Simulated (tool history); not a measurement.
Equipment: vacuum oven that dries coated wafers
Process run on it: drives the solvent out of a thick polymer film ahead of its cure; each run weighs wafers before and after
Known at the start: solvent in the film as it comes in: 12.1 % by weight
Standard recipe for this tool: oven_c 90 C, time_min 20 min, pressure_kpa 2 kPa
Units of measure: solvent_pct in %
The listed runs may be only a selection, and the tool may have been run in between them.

Run 1, hour 0: usual settings. Result: solvent_pct 1.53 %.
Run 2, hour 77.6: usual settings. Result: solvent_pct 1.53 %.
Run 3, hour 122.2: usual settings. Result: solvent_pct 1.52 %.
Run 4, hour 173.6: usual settings. Result: solvent_pct 1.53 %.
Run 5, hour 228.5: usual settings. Result: solvent_pct 1.54 %.
Run 6, hour 310.3: usual settings. Result: solvent_pct 1.51 %.
Run 7, hour 348.8: usual settings but oven_c 103 C, time_min 17 min, pressure_kpa 6.21 kPa. Result: solvent_pct 1.55 %.
Run 8, hour 402.3: usual settings but oven_c 103 C, time_min 17 min, pressure_kpa 6.21 kPa. Result: solvent_pct 1.57 %.
At hour 463.1: oven's thermocouples calibrated.
Run 9, hour 474.7: usual settings but oven_c 79 C, time_min 11 min, pressure_kpa 6.21 kPa. Result: solvent_pct 6.37 %.
Run 10, hour 536.3: usual settings but oven_c 97 C, time_min 12 min, pressure_kpa 1.62 kPa. Result: solvent_pct 1.9 %.
Run 11, hour 627.1: usual settings but oven_c 89 C, time_min 29 min, pressure_kpa 3.94 kPa. Result: solvent_pct 1.7 %.

Branching from run 11: 4 alternative next runs. What would each branch give?
Run A, hour 682: usual settings but pressure_kpa 1.45 kPa. Result: solvent_pct ?.
Run B, hour 682: usual settings but oven_c 104 C, time_min 29 min, pressure_kpa 1.41 kPa. Result: solvent_pct ?.
Run C, hour 682: usual settings but time_min 32 min. Result: solvent_pct ?.
Run D, hour 682: usual settings but oven_c 86 C, time_min 10 min, pressure_kpa 2.7 kPa. Result: solvent_pct ?.

run  solvent_pct
  A          1.4
  B         0.35
  C         0.92
  D         4.33
Had the tool no hidden state, the same runs would have come out as:
run  solvent_pct
  A         1.37
  B         0.32
  C         0.87
  D         4.33

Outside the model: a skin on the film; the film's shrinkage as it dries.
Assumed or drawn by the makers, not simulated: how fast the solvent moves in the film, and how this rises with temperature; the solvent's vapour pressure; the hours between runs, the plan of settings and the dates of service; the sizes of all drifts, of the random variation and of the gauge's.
